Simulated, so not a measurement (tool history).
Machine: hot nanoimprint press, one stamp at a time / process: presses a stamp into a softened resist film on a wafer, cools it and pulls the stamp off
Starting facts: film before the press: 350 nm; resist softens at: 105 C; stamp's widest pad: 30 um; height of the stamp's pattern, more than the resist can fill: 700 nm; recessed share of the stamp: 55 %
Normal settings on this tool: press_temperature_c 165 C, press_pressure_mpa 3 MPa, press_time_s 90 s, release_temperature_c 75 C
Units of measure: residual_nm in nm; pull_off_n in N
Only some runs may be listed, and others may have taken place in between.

Run 1, hour 0: usual settings. Result: residual_nm 131.3 nm, pull_off_n 159 N.
Run 2, hour 15.8: usual settings. Result: residual_nm 133.3 nm, pull_off_n 159 N.
Run 3, hour 43.2: usual settings. Result: residual_nm 133.1 nm, pull_off_n 155 N.
Run 4, hour 70: usual settings. Result: residual_nm 133.1 nm, pull_off_n 157 N.
Run 5, hour 102.7: usual settings. Result: residual_nm 132.1 nm, pull_off_n 141 N.
Run 6, hour 123.3: usual settings. Result: residual_nm 132.7 nm, pull_off_n 138 N.
Run 7, hour 136.9: usual settings. Result: residual_nm 132 nm, pull_off_n 139 N.
Run 8, hour 167.3: usual settings. Result: residual_nm 131.3 nm, pull_off_n 142 N.
Run 9, hour 189.4: usual settings. Result: residual_nm 132.1 nm, pull_off_n 143 N.
Run 10, hour 213.7: usual settings. Result: residual_nm 130.5 nm, pull_off_n 141 N.
Run 11, hour 244.5: usual settings but release_temperature_c 82 C. Result: residual_nm 131.5 nm, pull_off_n 131 N.
Run 12, hour 267.9: usual settings. Result: residual_nm 130.2 nm, pull_off_n 147 N.
Run 13, hour 281.2: usual settings. Result: residual_nm 131.3 nm, pull_off_n 149 N.
Run 14, hour 298.8: usual settings but press_time_s 142 s. Result: residual_nm 108.9 nm, pull_off_n 150 N.
Run 15, hour 327.1: usual settings but press_temperature_c 175 C. Result: residual_nm 77.7 nm, pull_off_n 151 N.
Run 16, hour 351.7: usual settings but press_temperature_c 175 C, press_time_s 114 s, release_temperature_c 73 C. Result: residual_nm 69.4 nm, pull_off_n 160 N.
Run 17, hour 376: usual settings but press_temperature_c 169 C, press_pressure_mpa 2.3 MPa, press_time_s 91 s, release_temperature_c 70 C. Result: residual_nm 118.6 nm, pull_off_n 164 N.
Run 18, hour 406.4: usual settings but release_temperature_c 80 C. Result: residual_nm 129.4 nm, pull_off_n 141 N.
Run 19, hour 428.3: usual settings but release_temperature_c 63 C. Result: residual_nm 126.7 nm, pull_off_n 178 N.
Run 20, hour 451.7: usual settings but press_temperature_c 155 C, press_time_s 143 s, release_temperature_c 70 C. Result: residual_nm 186.5 nm, pull_off_n 170 N.
Run 21, hour 475.6: usual settings but press_temperature_c 169 C, press_time_s 51 s, release_temperature_c 79 C. Result: residual_nm 131.2 nm, pull_off_n 147 N.
Run 22, hour 497.6: usual settings but press_temperature_c 169 C, press_pressure_mpa 1.81 MPa, press_time_s 51 s. Result: residual_nm 163.6 nm, pull_off_n 158 N.
Run 23, hour 523.1: usual settings but press_temperature_c 169 C, press_pressure_mpa 1.81 MPa, press_time_s 51 s. Result: residual_nm 162.7 nm, pull_off_n 160 N.
Run 24, hour 549.6: usual settings but press_pressure_mpa 2.97 MPa, release_temperature_c 68 C. Result: residual_nm 128.4 nm, pull_off_n 177 N.
Run 25, hour 586: usual settings but press_pressure_mpa 2.97 MPa, release_temperature_c 68 C. Result: residual_nm 126.6 nm, pull_off_n 149 N.

Taken out of this log: 2 entries between the listed runs. Where each belongs, and how the hidden state differs across it:
In the gap between runs 4 and 5: stamp cleaned and given a new release coat (hour 89.3)
  true temperature over the reading, C: 0.61 -> 0.66; pressure that arrives at the usual setting, %: 98.32 -> 98.25; grip of the stamp's worn release coat, % over a new coat's: 17.3 -> 0.5
  measured less the result without the state, residual_nm: -3.4 -> -3.7 nm; pull_off_n: +22 -> -1 N
In the gap between runs 24 and 25: stamp cleaned and given a new release coat (hour 565.1)
  true temperature over the reading, C: 1.44 -> 1.49; pressure that arrives at the usual setting, %: 97.17 -> 97.09; grip of the stamp's worn release coat, % over a new coat's: 17.5 -> 0.8
  measured less the result without the state, residual_nm: -8.6 -> -8.8 nm; pull_off_n: +23 -> -2 N

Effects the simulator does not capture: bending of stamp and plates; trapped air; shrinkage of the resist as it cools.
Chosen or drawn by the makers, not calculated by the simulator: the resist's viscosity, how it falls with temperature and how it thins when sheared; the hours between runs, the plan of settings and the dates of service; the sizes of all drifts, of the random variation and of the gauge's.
